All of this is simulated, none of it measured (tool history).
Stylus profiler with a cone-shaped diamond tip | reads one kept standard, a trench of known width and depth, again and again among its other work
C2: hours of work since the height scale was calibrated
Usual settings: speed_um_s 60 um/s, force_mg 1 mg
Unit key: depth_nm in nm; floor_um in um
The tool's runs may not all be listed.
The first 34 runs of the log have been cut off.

Run 35, hour 1471.1: usual settings but force_mg 0.63 mg; scans with this tip 367; C2 24. Result: depth_nm 201.2 nm, floor_um 97.87 um.
Run 36, hour 1514.2: usual settings but force_mg 0.63 mg; scans with this tip 641; C2 43. Result: depth_nm 201.16 nm, floor_um 97.86 um.
Run 37, hour 1564.2: usual settings but force_mg 0.63 mg; scans with this tip 958; C2 64. Result: depth_nm 201.08 nm, floor_um 97.85 um.
Run 38, hour 1592.4: usual settings but speed_um_s 26 um/s, force_mg 1.93 mg; scans with this tip 1137; C2 76. Result: depth_nm 202.44 nm, floor_um 98.08 um.
Run 39, hour 1648.9: usual settings but speed_um_s 26 um/s, force_mg 2.74 mg; scans with this tip 1496; C2 100. Result: depth_nm 203.23 nm, floor_um 98.1 um.
Run 40, hour 1698.6: usual settings but speed_um_s 104 um/s, force_mg 2.74 mg; scans with this tip 1811; C2 121. Result: depth_nm 203.11 nm, floor_um 97.85 um.
Run 41, hour 1741.2: usual settings but speed_um_s 38 um/s, force_mg 0.5 mg; scans with this tip 2082; C2 139. Result: depth_nm 200.87 nm, floor_um 97.77 um.
Run 42, hour 1772: usual settings but speed_um_s 52 um/s, force_mg 2.08 mg; scans with this tip 2278; C2 152. Result: depth_nm 202.44 nm, floor_um 97.94 um.
Run 43, hour 1797.5: usual settings but speed_um_s 52 um/s, force_mg 2.08 mg; scans with this tip 2439; C2 163. Result: depth_nm 202.43 nm, floor_um 97.89 um.
Run 44, hour 1827.5: usual settings but speed_um_s 95 um/s, force_mg 1.34 mg; scans with this tip 2630; C2 176. Result: depth_nm 201.89 nm, floor_um 97.65 um.
Run 45, hour 1852.2: usual settings but speed_um_s 31 um/s, force_mg 0.55 mg; scans with this tip 2787; C2 186. Result: depth_nm 200.91 nm, floor_um 97.83 um.
Run 46, hour 1899.1: usual settings but speed_um_s 220 um/s, force_mg 1.17 mg; scans with this tip 3085; C2 206. Result: depth_nm 201.61 nm, floor_um 97.01 um.

Forecast each of these 5 alternatives for the next run:
Run A, hour 1935.2: usual settings but speed_um_s 105 um/s, force_mg 0.4 mg; scans with this tip 3314; C2 221. Result: depth_nm ?, floor_um ?.
Run B, hour 1935.2: usual settings but speed_um_s 16 um/s, force_mg 1.85 mg; scans with this tip 3314; C2 221. Result: depth_nm ?, floor_um ?.
Run C, hour 1935.2: usual settings but speed_um_s 220 um/s, force_mg 0.44 mg; scans with this tip 3314; C2 221. Result: depth_nm ?, floor_um ?.
Run D, hour 1935.2: usual settings but speed_um_s 88 um/s, force_mg 2.99 mg; scans with this tip 3314; C2 221. Result: depth_nm ?, floor_um ?.
Run E, hour 1935.2: usual settings but speed_um_s 220 um/s, force_mg 2.86 mg; scans with this tip 3314; C2 221. Result: depth_nm ?, floor_um ?.

run  depth_nm  floor_um
  A    200.65      97.2
  B    202.21     97.97
  C    200.66     96.38
  D    203.19     97.74
  E    202.98     97.38
Without the tool's unlogged condition, the same runs would have read:
run  depth_nm  floor_um
  A    200.88     97.45
  B    202.45     98.22
  C     200.9     96.63
  D    203.43     97.99
  E    203.21     97.62
